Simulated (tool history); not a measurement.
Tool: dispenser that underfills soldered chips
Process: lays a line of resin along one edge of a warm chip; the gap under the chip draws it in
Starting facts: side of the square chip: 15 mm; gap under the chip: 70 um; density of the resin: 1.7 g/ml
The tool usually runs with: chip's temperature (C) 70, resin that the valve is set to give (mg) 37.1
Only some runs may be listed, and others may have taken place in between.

run   hour  chip's temperature (C)  resin that the valve is set to give (mg)  time until the resin shows at the far edge (s)  resin that the valve gave (mg)
  1      0                      70                                      37.1                                           103.2                           33.96
       9.7  -- dispensing valve cleaned and set on the balance
  2   10.2                      70                                      37.1                                           171.4                           37.06
      11.2  -- new syringe of resin
  3   16.9                      70                                      37.1                                           140.9                           37.03
      21.1  -- new syringe of resin
  4   24.9                      70                                      37.1                                           126.1                           36.76
      31.3  -- new syringe of resin
  5   34.2                      70                                      37.1                                           121.3                           36.65
  6   40.2                      55                                      37.1                                           400.1                           36.36
      42.1  -- new syringe of resin
  7   48.8                      55                                      37.1                                           349.7                            36.2
      52.6  -- new syringe of resin
  8   54.5                      55                                      37.1                                           267.7                           36.08
  9   61.5                      55                                      37.1                                           394.9                           35.88
        63  -- new syringe of resin
        73  -- new syringe of resin
 10   73.1                      55                                      37.1                                           246.8                            35.6
 11   82.1                      70                                      37.1                                           175.9                           35.25
      83.1  -- new syringe of resin
 12   92.7                      70                                      37.1                                           182.3                           34.99
      93.6  -- new syringe of resin
     103.7  -- new syringe of resin
 13  104.3                      66                                      36.9                                             138                           34.56
 14  111.2                      66                                      36.9                                           207.7                           34.54
     113.8  -- new syringe of resin
 15  120.1                      66                                      36.9                                           189.3                            34.3
     124.3  -- new syringe of resin
 16    133                      66                                      36.9                                           217.7                           33.71
     134.4  -- new syringe of resin
 17  142.9                      56                                      42.4                                           371.1                           38.42
     144.5  -- new syringe of resin
     145.5  -- dispensing valve cleaned and set on the balance
 18  153.9                      56                                      42.4                                           367.5                           42.51
     156.2  -- new syringe of resin
 19  159.6                      56                                      42.4                                           270.5                           41.91
     166.9  -- new syringe of resin
 20  169.8                      70                                        34                                           127.6                           33.57
 21  176.3                      79                                      35.5                                           114.7                           34.88
     177.2  -- new syringe of resin
 22  186.4                      68                                      39.2                                           198.7                           37.88
     187.6  -- new syringe of resin
     198.4  -- new syringe of resin
 23  198.4                      68                                      39.2                                           118.5                           37.79

Consider 4 possible next runs. They are alternatives, not a sequence: every one starts from the tool as it was left by run 23. What does each give?
     208.7  -- new syringe of resin
  A  210.7                      69                                      43.7                                               ?                               ?
     208.7  -- new syringe of resin
  B  210.7                      80                                      44.2                                               ?                               ?
     208.7  -- new syringe of resin
  C  210.7                      61                                      41.8                                               ?                               ?
     208.7  -- new syringe of resin
  D  210.7                      71                                      38.2                                               ?                               ?

run  time until the resin shows at the far edge (s)  resin that the valve gave (mg)
  A                                           129.2                           42.19
  B                                            69.2                           42.48
  C                                           194.8                           39.86
  D                                           115.2                           36.74
Had the tool no hidden state, the same runs would have come out as:
run  time until the resin shows at the far edge (s)  resin that the valve gave (mg)
  A                                           101.2                           44.04
  B                                            54.6                           44.35
  C                                           151.5                           41.61
  D                                            89.9                           38.35
